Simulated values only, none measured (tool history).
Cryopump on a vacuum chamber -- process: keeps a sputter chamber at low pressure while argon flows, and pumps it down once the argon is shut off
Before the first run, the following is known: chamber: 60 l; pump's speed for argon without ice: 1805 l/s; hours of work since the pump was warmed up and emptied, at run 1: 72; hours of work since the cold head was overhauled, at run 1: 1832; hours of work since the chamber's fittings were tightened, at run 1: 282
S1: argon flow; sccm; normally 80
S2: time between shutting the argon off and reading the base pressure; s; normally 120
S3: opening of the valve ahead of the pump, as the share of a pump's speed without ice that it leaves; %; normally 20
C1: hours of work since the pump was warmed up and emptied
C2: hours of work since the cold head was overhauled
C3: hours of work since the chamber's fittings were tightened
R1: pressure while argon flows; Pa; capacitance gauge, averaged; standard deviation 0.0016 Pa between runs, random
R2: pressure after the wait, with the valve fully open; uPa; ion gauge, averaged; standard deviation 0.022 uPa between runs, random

Run 1, hour 0: usual settings; C1 72; C2 1832; C3 282. Result: R1 0.3741 Pa, R2 0.79 uPa.
Run 2, hour 78: usual settings; C1 122; C2 1882; C3 333. Result: R1 0.3761 Pa, R2 0.81 uPa.
Run 3, hour 168.6: usual settings but S3 18 %; C1 181; C2 1941; C3 392. Result: R1 0.4234 Pa, R2 0.83 uPa.
Run 4, hour 262.9: usual settings but S3 18 %; C1 243; C2 2003; C3 453. Result: R1 0.4194 Pa, R2 0.86 uPa.
Run 5, hour 322.3: usual settings but S3 18 %; C1 281; C2 2041; C3 491. Result: R1 0.4201 Pa, R2 0.94 uPa.
Run 6, hour 396.3: usual settings but S3 18 %; C1 329; C2 2089; C3 539. Result: R1 0.4237 Pa, R2 0.87 uPa.
Run 7, hour 477.2: usual settings but S2 289 s, S3 19 %; C1 382; C2 2142; C3 592. Result: R1 0.4017 Pa, R2 0.7 uPa.
Run 8, hour 562.3: usual settings but S2 136 s, S3 19 %; C1 437; C2 2197; C3 647. Result: R1 0.4033 Pa, R2 0.9 uPa.
Run 9, hour 630.9: usual settings but S1 45 sccm, S2 94 s, S3 57 %; C1 482; C2 2242; C3 692. Result: R1 0.0806 Pa, R2 1.18 uPa.
Run 10, hour 700.1: usual settings but S1 45 sccm, S2 94 s, S3 57 %; C1 527; C2 2287; C3 737. Result: R1 0.0811 Pa, R2 1.21 uPa.
Run 11, hour 781.6: usual settings but S1 45 sccm, S2 94 s, S3 57 %; C1 580; C2 2340; C3 790. Result: R1 0.0816 Pa, R2 1.27 uPa.

Table of differences, measured result less the result of that run with no hidden state. Run-to-run variation is the same in both. Gauge scatter possibly is not:
Hidden state present: pump's speed, % of a pump's without ice; cold plate's temperature, K; leak into the chamber, uPa l/s; drift of the gauge itself on working_pa, %; drift of the gauge itself on base_upa, %.
run       R1     R2
  1  +0.0027  +0.18
  2  +0.0036  +0.19
  3  +0.0048  +0.23
  4  +0.0059  +0.26
  5  +0.0067  +0.28
  6  +0.0077  +0.31
  7  +0.0089  +0.34
  8  +0.0101  +0.38
  9  +0.0062  +0.41
 10  +0.0069  +0.45
 11  +0.0076  +0.48

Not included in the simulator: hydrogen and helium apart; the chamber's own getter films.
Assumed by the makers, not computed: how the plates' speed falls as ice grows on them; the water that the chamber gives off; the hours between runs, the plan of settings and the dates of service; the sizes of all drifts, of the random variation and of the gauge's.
